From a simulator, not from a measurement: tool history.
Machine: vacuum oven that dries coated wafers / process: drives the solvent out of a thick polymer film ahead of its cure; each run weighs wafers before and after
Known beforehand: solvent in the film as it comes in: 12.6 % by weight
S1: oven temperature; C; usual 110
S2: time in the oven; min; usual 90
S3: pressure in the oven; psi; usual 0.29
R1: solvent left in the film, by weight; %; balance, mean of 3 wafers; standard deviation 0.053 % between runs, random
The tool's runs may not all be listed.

{"run": 1, "hour": 0.0, "S1": 110, "S2": 90, "S3": 0.29, "R1": 2.32}
{"run": 2, "hour": 54.0, "S1": 110, "S2": 90, "S3": 0.29, "R1": 2.24}
{"run": 3, "hour": 102.5, "S1": 110, "S2": 90, "S3": 0.29, "R1": 2.29}
{"run": 4, "hour": 142.9, "S1": 110, "S2": 90, "S3": 0.29, "R1": 2.37}
{"run": 5, "hour": 213.2, "S1": 110, "S2": 90, "S3": 0.29, "R1": 2.37}
{"run": 6, "hour": 253.8, "S1": 110, "S2": 90, "S3": 1.023, "R1": 5.95}
{"run": 7, "hour": 323.4, "S1": 110, "S2": 90, "S3": 1.023, "R1": 5.99}
{"run": 8, "hour": 396.1, "S1": 110, "S2": 90, "S3": 1.023, "R1": 5.88}
{"run": 9, "hour": 472.1, "S1": 110, "S2": 90, "S3": 0.2, "R1": 2.06}
{"run": 10, "hour": 518.7, "S1": 110, "S2": 90, "S3": 0.2, "R1": 1.95}
{"run": 11, "hour": 575.7, "S1": 110, "S2": 90, "S3": 0.2, "R1": 1.96}
{"hour": 584.1, "done": "vacuum gauge cleaned of residue and calibrated"}
{"run": 12, "hour": 619.8, "S1": 110, "S2": 90, "S3": 0.29, "R1": 2.65}
{"run": 13, "hour": 676.5, "S1": 110, "S2": 90, "S3": 0.29, "R1": 2.58}
{"run": 14, "hour": 726.1, "S1": 117, "S2": 90, "S3": 0.29, "R1": 2.02}
{"run": 15, "hour": 760.3, "S1": 117, "S2": 90, "S3": 0.29, "R1": 2.1}
{"run": 16, "hour": 820.8, "S1": 121, "S2": 90, "S3": 0.29, "R1": 1.83}
{"run": 17, "hour": 863.2, "S1": 121, "S2": 147, "S3": 0.564, "R1": 2.7}
{"hour": 908.3, "done": "vacuum gauge cleaned of residue and calibrated, once more"}
{"run": 18, "hour": 914.0, "S1": 121, "S2": 147, "S3": 0.564, "R1": 1.88}
{"run": 19, "hour": 982.3, "S1": 110, "S2": 100, "S3": 1.037, "R1": 5.06}
{"run": 20, "hour": 1038.9, "S1": 110, "S2": 100, "S3": 1.037, "R1": 5.12}
{"run": 21, "hour": 1074.5, "S1": 110, "S2": 68, "S3": 0.322, "R1": 2.18}
{"run": 22, "hour": 1131.2, "S1": 100, "S2": 68, "S3": 0.482, "R1": 4.46}
{"run": 23, "hour": 1164.8, "S1": 118, "S2": 158, "S3": 0.29, "R1": 1.12}
{"run": 24, "hour": 1197.4, "S1": 118, "S2": 158, "S3": 0.29, "R1": 1.02}
{"run": 25, "hour": 1249.5, "S1": 107, "S2": 87, "S3": 0.457, "R1": 2.79}

Estimate the outcome of run 26 from the log above:
{"hour": 1295.7, "done": "oven's thermocouples calibrated"}
{"run": 26, "hour": 1325.0, "S1": 104, "S2": 56, "S3": 0.29, "R1": "?"}

R1: 3.67 %
If the tool had no hidden condition, the same run with the same run-to-run variation would have returned R1 3.58 %.
